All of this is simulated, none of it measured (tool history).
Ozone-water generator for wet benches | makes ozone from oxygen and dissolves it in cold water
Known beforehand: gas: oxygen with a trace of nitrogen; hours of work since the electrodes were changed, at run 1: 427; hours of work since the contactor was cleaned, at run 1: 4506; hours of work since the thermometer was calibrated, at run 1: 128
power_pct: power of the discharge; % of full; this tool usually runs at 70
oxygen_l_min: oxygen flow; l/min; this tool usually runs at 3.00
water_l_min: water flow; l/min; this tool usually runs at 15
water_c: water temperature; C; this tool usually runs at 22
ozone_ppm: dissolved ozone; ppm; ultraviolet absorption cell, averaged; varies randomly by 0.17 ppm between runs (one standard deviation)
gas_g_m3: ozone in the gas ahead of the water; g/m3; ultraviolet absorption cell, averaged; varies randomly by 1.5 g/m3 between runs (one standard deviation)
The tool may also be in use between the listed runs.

run	hour	power_pct	oxygen_l_min	water_l_min	water_c	hours of work since the electrodes were changed	hours of work since the contactor was cleaned	hours of work since the thermometer was calibrated	ozone_ppm	gas_g_m3
1	0.0	70	3.00	15	22	427	4506	128	24.0	278.7
2	25.5	70	3.00	15	22	445	4524	146	23.9	279.9
3	81.9	70	3.00	15	22	485	4564	186	23.6	278.7
4	115.2	70	3.00	15	22	508	4587	209	23.8	276.4
5	155.5	70	3.00	12	22	536	4615	238	28.5	273.7
6	200.2	70	3.00	15	25	568	4647	269	23.2	276.4
7	239.7	70	3.00	15	17	595	4674	297	25.6	277.1
8	283.7	70	3.00	15	17	626	4705	327	25.2	277.7
9	318.8	70	3.00	15	17	651	4730	352	25.8	279.3
10	369.5	70	4.48	15	22	686	4765	388	25.2	232.8
11	406.7	70	3.00	15	20	712	4792	414	24.7	276.4
12	433.0	70	3.00	15	22	731	4810	432	24.0	275.3
13	484.7	70	1.75	15	22	767	4846	468	21.0	347.9
14	523.9	70	5.26	15	22	795	4874	496	25.5	217.8
15	579.7	99	3.00	15	22	834	4913	535	30.0	344.9
16	633.3	70	3.00	22	22	871	4951	573	16.6	279.1
17	677.3	70	3.00	22	22	902	4981	604	16.8	275.9
18	722.4	70	3.00	22	22	934	5013	635	16.9	276.3
19	760.8	92	4.36	19	15	961	5040	662	27.4	283.1
20	788.8	87	2.38	19	20	980	5060	682	21.5	349.9
21	837.6	50	3.00	10	22	1015	5094	716	26.3	221.7
22	873.1	50	3.00	10	22	1040	5119	741	26.4	223.4
23	926.7	50	3.00	10	22	1077	5156	778	26.4	222.5
24	962.7	50	3.00	10	25	1102	5182	804	25.2	222.1
25	994.6	50	2.21	16	25	1125	5204	826	16.4	251.9
26	1024.6	50	2.21	16	25	1146	5225	847	16.3	249.5
27	1077.7	45	3.00	15	22	1183	5262	884	17.8	206.6
28	1105.3	47	3.00	15	22	1202	5282	904	18.3	214.0
29	1163.6	81	3.00	13	22	1243	5322	945	29.6	307.2
30	1188.2	81	3.00	13	22	1261	5340	962	29.8	303.1
31	1237.0	72	3.40	20	28	1295	5374	996	18.0	269.2
32	1271.1	70	2.70	18	25	1319	5398	1020	19.2	290.0
33	1313.7	70	2.70	18	25	1349	5428	1050	19.4	288.3
34	1356.0	70	2.70	18	25	1378	5457	1080	19.3	287.3

Forecast each of these 3 alternatives for the next run:
A	1384.5	100	3.00	15	19	1398	5477	1100	?	?
B	1384.5	70	3.00	15	22	1398	5477	1100	?	?
C	1384.5	70	2.26	12	21	1398	5477	1100	?	?

run	ozone_ppm	gas_g_m3
A	31.5	347.0
B	24.0	275.2
C	27.9	308.0
With the hidden condition removed and each run's random variation left untouched, the same runs would have given:
run	ozone_ppm	gas_g_m3
A	31.5	347.2
B	24.0	275.2
C	28.0	308.1

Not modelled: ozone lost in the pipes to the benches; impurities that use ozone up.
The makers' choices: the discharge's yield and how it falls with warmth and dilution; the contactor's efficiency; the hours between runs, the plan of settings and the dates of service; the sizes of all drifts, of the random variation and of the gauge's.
